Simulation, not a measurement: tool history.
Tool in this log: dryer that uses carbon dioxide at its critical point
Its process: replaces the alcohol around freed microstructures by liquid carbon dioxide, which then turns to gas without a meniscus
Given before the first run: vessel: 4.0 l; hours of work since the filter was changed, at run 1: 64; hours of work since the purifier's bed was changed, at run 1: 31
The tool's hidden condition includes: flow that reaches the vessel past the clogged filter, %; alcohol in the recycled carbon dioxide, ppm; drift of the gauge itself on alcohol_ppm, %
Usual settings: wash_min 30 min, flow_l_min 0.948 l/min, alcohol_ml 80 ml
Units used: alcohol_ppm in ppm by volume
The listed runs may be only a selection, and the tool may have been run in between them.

run     day  wash_min  flow_l_min  alcohol_ml  hours of work since the filter was changed  hours of work since the purifier's bed was changed  alcohol_ppm
  1   0.000        30       0.948          80                                          64                                                  31           87
  2   0.317        30       1.097          80                                          69                                                  35           40
  3   0.675        30       1.097          80                                          73                                                  40           48
  4   1.000        30       1.097          24                                          77                                                  44           23
  5   1.333        30       1.097          24                                          82                                                  49           20
  6   1.775        30       1.097          24                                          88                                                  54           33
  7   2.275        30       0.948          47                                          94                                                  61           63
  8   2.692        30       0.702          47                                         100                                                  66          272
  9   3.371        30       0.702          47                                         108                                                  75          278
 10   3.692        32       0.948          80                                         113                                                  79           90
 11   4.075        32       0.948          80                                         118                                                  85           88
 12   4.462        32       0.948          80                                         123                                                  90           92
 13   4.838        30       0.948          80                                         128                                                  94          124
 14   5.392        30       0.948          80                                         135                                                 102          130
 15   5.800        30       0.948          80                                         140                                                 107          135
 16   6.217        30       1.045          80                                         146                                                 113           91
 17   6.658        30       0.948          80                                         151                                                 118          147
 18   7.192        30       0.948          80                                         158                                                 125          148
      7.762  -- inlet filter changed
 19   7.796        37       0.948          80                                           0                                                 133           43
 20   8.108        30       0.948          80                                           5                                                 137           76
 21   8.771        30       0.948          80                                          13                                                 145           90
 22   9.292        30       0.948          80                                          20                                                 152           83
 23   9.738        30       0.948          80                                          26                                                 158           87
 24  10.054        36       1.245          78                                          30                                                 162           26
 25  10.442        24       0.939          78                                          35                                                 167          242
 26  10.725        24       0.939          78                                          39                                                 171          262
 27  11.175        24       0.939          37                                          45                                                 177          141
 28  11.521        24       0.939          37                                          49                                                 181          140
 29  12.058        26       0.856          67                                          56                                                 188          264
 30  12.529        30       1.230         100                                          62                                                 195           37
 31  12.988        39       1.491          21                                          68                                                 201           20
 32  13.354        39       1.491          21                                          73                                                 205           26
 33  13.688        39       1.491          21                                          77                                                 210           22
 34  14.058        39       1.491          21                                          82                                                 215           28
 35  14.442        36       1.454          21                                          87                                                 220           27
 36  14.746        36       1.164          21                                          91                                                 224           22
 37  15.396        36       1.164          21                                         100                                                 232           30
 38  15.929        39       1.144          47                                         107                                                 239           27
 39  16.446        44       0.948          80                                         114                                                 246           41
 40  17.146        30       0.635          51                                         123                                                 255          493
 41  17.767        30       0.635          51                                         131                                                 263          490
 42  18.296        44       0.948          80                                         138                                                 270           40
 43  18.883        30       0.948          30                                         145                                                 278           78

Alternative continuations, all from the tool just after run 43; predict every row:
  A  19.304        30       0.948          26                                         151                                                 283            ?
  B  19.304        44       1.430          80                                         151                                                 283            ?
  C  19.304        30       1.151         103                                         151                                                 283            ?

run  alcohol_ppm
  A           68
  B           37
  C           84
With no hidden state in the tool, these same runs would have given:
run  alcohol_ppm
  A           19
  B           12
  C           28

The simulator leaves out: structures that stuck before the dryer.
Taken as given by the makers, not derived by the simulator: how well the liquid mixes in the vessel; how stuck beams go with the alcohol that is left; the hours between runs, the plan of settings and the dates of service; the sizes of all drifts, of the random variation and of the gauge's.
